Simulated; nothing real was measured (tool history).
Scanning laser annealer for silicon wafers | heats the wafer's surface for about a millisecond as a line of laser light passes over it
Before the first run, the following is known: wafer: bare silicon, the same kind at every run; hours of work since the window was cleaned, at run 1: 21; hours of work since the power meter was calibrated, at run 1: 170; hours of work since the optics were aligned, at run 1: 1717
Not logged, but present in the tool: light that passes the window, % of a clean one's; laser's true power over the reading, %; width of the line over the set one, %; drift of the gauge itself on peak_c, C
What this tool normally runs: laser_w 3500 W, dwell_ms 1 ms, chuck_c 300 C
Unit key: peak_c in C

run,hour,laser_w,dwell_ms,chuck_c,hours of work since the window was cleaned,hours of work since the power meter was calibrated,hours of work since the optics were aligned,peak_c
1,0,3500,1,300,21,170,1717,1132
2,6.8,3500,1,300,26,174,1722,1133
# hour 17.1: optics aligned, line set to its width
3,23.5,3500,1,300,34,182,4,1134
4,31,3500,1,300,38,187,9,1130
5,40.6,3518,1,300,45,193,16,1139
6,51.8,3696,1,300,52,201,23,1194
7,63.9,3696,0.97,300,60,209,31,1175
8,71.6,3696,0.97,300,65,214,36,1177
9,83.5,3500,0.71,300,73,222,44,978
10,92.5,3500,0.71,300,79,228,50,978
11,101.1,3500,0.8,300,85,233,56,1028
12,106.2,3500,0.8,300,88,237,59,1028
13,116.6,3500,1,313,95,244,66,1146
14,124.2,3500,1,313,100,249,71,1142
15,131.9,3500,1,313,105,254,76,1144
16,137.8,3500,1,313,109,258,80,1147
17,147.2,3255,1.03,337,115,264,86,1108
18,158.9,3255,1.03,337,123,272,94,1110
19,166.2,3255,1.03,337,128,276,99,1108
20,174.9,3255,1.03,337,134,282,104,1107
21,180,3255,1.03,337,137,286,108,1105
22,190.7,3290,1.03,330,144,293,115,1108
23,201.2,3290,1.03,330,151,300,122,1113
24,210.4,3290,1.03,330,157,306,128,1111
25,216.9,3290,1.03,330,161,310,132,1110
26,223.3,3290,1.03,330,166,314,136,1113

Across each entry between runs, compare the hidden state at the last listed run before it with the hidden state at the first listed run after it:
After run 2, before run 3: optics aligned, line set to its width (hour 17.1)
  width of the line over the set one, %: 0.08 -> 0

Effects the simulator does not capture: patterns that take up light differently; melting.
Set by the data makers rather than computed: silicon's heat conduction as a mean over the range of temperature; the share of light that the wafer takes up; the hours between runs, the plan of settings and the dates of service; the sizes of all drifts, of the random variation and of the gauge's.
